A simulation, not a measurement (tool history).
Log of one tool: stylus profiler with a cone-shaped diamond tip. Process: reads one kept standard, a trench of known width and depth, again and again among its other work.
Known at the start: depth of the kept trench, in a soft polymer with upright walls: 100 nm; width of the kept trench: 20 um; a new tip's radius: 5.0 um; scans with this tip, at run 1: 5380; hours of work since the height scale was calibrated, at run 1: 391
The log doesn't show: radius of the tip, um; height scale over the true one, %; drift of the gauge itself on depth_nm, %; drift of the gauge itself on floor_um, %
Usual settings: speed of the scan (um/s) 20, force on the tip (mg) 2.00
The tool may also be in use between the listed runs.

run      day  speed of the scan (um/s)  force on the tip (mg)  scans with this tip  hours of work since the height scale was calibrated  depth of the trench (nm)  width of the trench's floor (µm)
  1    0.000                        20                   2.00                 5380                                                  391                    101.48                             17.31
  2    4.512                        20                   1.21                 5987                                                  435                    101.09                             17.29
  3    7.188                        20                   1.21                 6346                                                  461                    101.10                             17.25
  4   10.779                        20                   1.21                 6828                                                  496                    101.11                             17.15
  5   15.283                        20                   2.00                 7433                                                  540                    101.51                             17.13
  6   18.038                         8                   2.00                 7803                                                  567                    101.52                             17.17
  7   21.938                        20                   0.97                 8327                                                  605                    101.02                             17.00
  8   25.833                        10                   2.00                 8850                                                  643                    101.53                             17.06
      26.929  -- new tip fitted, height scale calibrated
  9   29.504                        20                   2.00                  346                                                   25                    101.27                             17.85
 10   31.471                        20                   1.74                  610                                                   44                    101.17                             17.73
 11   35.088                        20                   1.74                 1096                                                   80                    101.18                             17.76
 12   37.604                        20                   1.74                 1434                                                  104                    101.21                             17.69
 13   40.008                        20                   1.74                 1757                                                  128                    101.21                             17.60
 14   43.638                        20                   1.74                 2244                                                  163                    101.22                             17.62
 15   47.638                        20                   1.74                 2781                                                  202                    101.23                             17.54
 16   49.696                        20                   2.00                 3058                                                  222                    101.33                             17.48
 17   52.667                        20                   2.00                 3457                                                  251                    101.37                             17.44
 18   55.208                        20                   2.00                 3799                                                  276                    101.33                             17.41
 19   59.196                        20                   2.00                 4334                                                  315                    101.36                             17.32
 20   63.121                         8                   1.90                 4861                                                  353                    101.34                             17.36
 21   66.304                         8                   1.90                 5289                                                  384                    101.35                             17.35
 22   68.254                         8                   1.90                 5551                                                  403                    101.33                             17.31
      68.542  -- height scale calibrated on a step standard
 23   70.167                        58                   3.36                 5805                                                   16                    101.99                             17.05
 24   72.688                        58                   3.36                 6143                                                   40                    101.97                             17.04
 25   75.088                        48                   0.74                 6466                                                   64                    100.82                             16.78
 26   78.421                        73                   1.45                 6913                                                   96                    101.22                             16.73
 27   82.033                        73                   1.45                 7399                                                  132                    101.23                             16.67
 28   86.033                        12                   0.80                 7936                                                  171                    100.87                             17.02
      87.312  -- height scale calibrated on a step standard, once more
 29   89.450                        12                   0.80                 8392                                                   21                    100.74                             16.95
 30   93.279                        12                   0.80                 8907                                                   58                    100.76                             16.93
      93.854  -- new tip fitted, height scale calibrated
 31   95.992                        12                   0.80                  286                                                   21                    100.67                             17.84
 32   98.279                        21                   1.56                  594                                                   43                    101.13                             17.77
 33  100.596                        21                   1.56                  905                                                   66                    101.10                             17.74
 34  104.275                        21                   1.56                 1399                                                  102                    101.12                             17.67
 35  108.812                         9                   1.62                 2009                                                  146                    101.16                             17.66
 36  111.500                        20                   2.72                 2369                                                  172                    101.63                             17.59

4 ways to go on from here, each from the tool as it stands after run 36. What would each give?
  A  113.408                        13                   1.80                 2626                                                  191                         ?                                 ?
  B  113.408                        55                   3.72                 2626                                                  191                         ?                                 ?
  C  113.408                        12                   2.72                 2626                                                  191                         ?                                 ?
  D  113.408                        28                   0.76                 2626                                                  191                         ?                                 ?

run  depth of the trench (nm)  width of the trench's floor (µm)
  A                    101.25                             17.63
  B                    102.04                             17.44
  C                    101.68                             17.67
  D                    100.70                             17.37
Without the tool's hidden state the same runs would have given:
run  depth of the trench (nm)  width of the trench's floor (µm)
  A                    101.23                             17.97
  B                    102.03                             17.78
  C                    101.66                             18.00
  D                    100.69                             17.70

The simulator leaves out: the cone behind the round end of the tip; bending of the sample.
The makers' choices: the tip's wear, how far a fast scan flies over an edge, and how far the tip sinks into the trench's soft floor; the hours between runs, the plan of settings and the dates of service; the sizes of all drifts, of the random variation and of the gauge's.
